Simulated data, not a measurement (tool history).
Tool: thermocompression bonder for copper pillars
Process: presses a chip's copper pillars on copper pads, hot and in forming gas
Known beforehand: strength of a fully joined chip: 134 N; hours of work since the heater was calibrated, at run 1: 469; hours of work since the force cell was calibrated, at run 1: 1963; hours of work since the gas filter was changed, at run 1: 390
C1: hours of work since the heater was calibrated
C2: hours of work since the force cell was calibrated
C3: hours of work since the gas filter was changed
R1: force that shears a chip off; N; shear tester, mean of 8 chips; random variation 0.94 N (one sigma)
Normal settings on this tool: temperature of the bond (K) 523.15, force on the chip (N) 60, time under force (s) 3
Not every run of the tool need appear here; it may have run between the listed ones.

Run 1, hour 0.0: usual settings; C1 469; C2 1963; C3 390. Result: R1 79.6 N.
At hour 53.8: forming gas filter changed.
Run 2, hour 98.1: usual settings; C1 520; C2 2013; C3 23. Result: R1 80.6 N.
Run 3, hour 147.6: usual settings but temperature of the bond (K) 539.15; C1 545; C2 2039; C3 48. Result: R1 99.4 N.
At hour 194.8: force cell calibrated.
Run 4, hour 219.0: usual settings but temperature of the bond (K) 539.15; C1 581; C2 12; C3 84. Result: R1 94.3 N.
Run 5, hour 306.5: usual settings but temperature of the bond (K) 539.15; C1 626; C2 58; C3 130. Result: R1 91.8 N.
Run 6, hour 346.0: usual settings but force on the chip (N) 41; C1 647; C2 78; C3 150. Result: R1 55.5 N.
Run 7, hour 392.6: usual settings but force on the chip (N) 41; C1 671; C2 102; C3 174. Result: R1 55.1 N.
Run 8, hour 457.4: usual settings but force on the chip (N) 41; C1 704; C2 135; C3 207. Result: R1 53.4 N.
Run 9, hour 515.9: usual settings but force on the chip (N) 41; C1 734; C2 166; C3 238. Result: R1 55.0 N.
Run 10, hour 613.4: usual settings; C1 785; C2 216; C3 288. Result: R1 75.0 N.
Run 11, hour 688.0: usual settings; C1 823; C2 254; C3 326. Result: R1 73.1 N.
Run 12, hour 732.0: usual settings but time under force (s) 2; C1 846; C2 277; C3 349. Result: R1 64.7 N.
At hour 741.1: heater calibrated with a thermocouple chip.
Run 13, hour 804.2: usual settings but time under force (s) 2; C1 33; C2 313; C3 385. Result: R1 63.9 N.
At hour 869.1: forming gas filter changed.
Run 14, hour 893.4: usual settings but temperature of the bond (K) 543.15, time under force (s) 4; C1 78; C2 359; C3 13. Result: R1 103.9 N.
Run 15, hour 942.6: usual settings but temperature of the bond (K) 543.15, time under force (s) 4; C1 104; C2 384; C3 38. Result: R1 102.8 N.
Run 16, hour 987.3: usual settings but temperature of the bond (K) 543.15, time under force (s) 4; C1 127; C2 407; C3 61. Result: R1 102.4 N.
Run 17, hour 1069.7: usual settings but temperature of the bond (K) 498.15, force on the chip (N) 73; C1 169; C2 450; C3 103. Result: R1 59.3 N.
Run 18, hour 1143.1: usual settings but force on the chip (N) 50; C1 207; C2 488; C3 141. Result: R1 64.3 N.
Run 19, hour 1194.8: usual settings but temperature of the bond (K) 538.15, time under force (s) 2; C1 234; C2 514; C3 168. Result: R1 79.0 N.
Run 20, hour 1249.0: usual settings but temperature of the bond (K) 538.15, time under force (s) 2; C1 262; C2 542; C3 196. Result: R1 79.9 N.
At hour 1290.3: heater calibrated with a thermocouple chip, once more.
Run 21, hour 1307.7: usual settings but temperature of the bond (K) 500.15, force on the chip (N) 51, time under force (s) 4; C1 9; C2 572; C3 225. Result: R1 54.4 N.
Run 22, hour 1347.6: usual settings but temperature of the bond (K) 507.15, force on the chip (N) 58; C1 30; C2 592; C3 246. Result: R1 60.5 N.
Run 23, hour 1429.2: usual settings but force on the chip (N) 52; C1 72; C2 634; C3 288. Result: R1 72.0 N.

The next listed run, before its measurement:
Run 24, hour 1473.8: usual settings but temperature of the bond (K) 550.15, force on the chip (N) 52, time under force (s) 6; C1 95; C2 657; C3 311. Result: R1 ?.

R1: 109.5 N
The same run, on a tool lacking any hidden state, would have yielded R1 111.9 N.
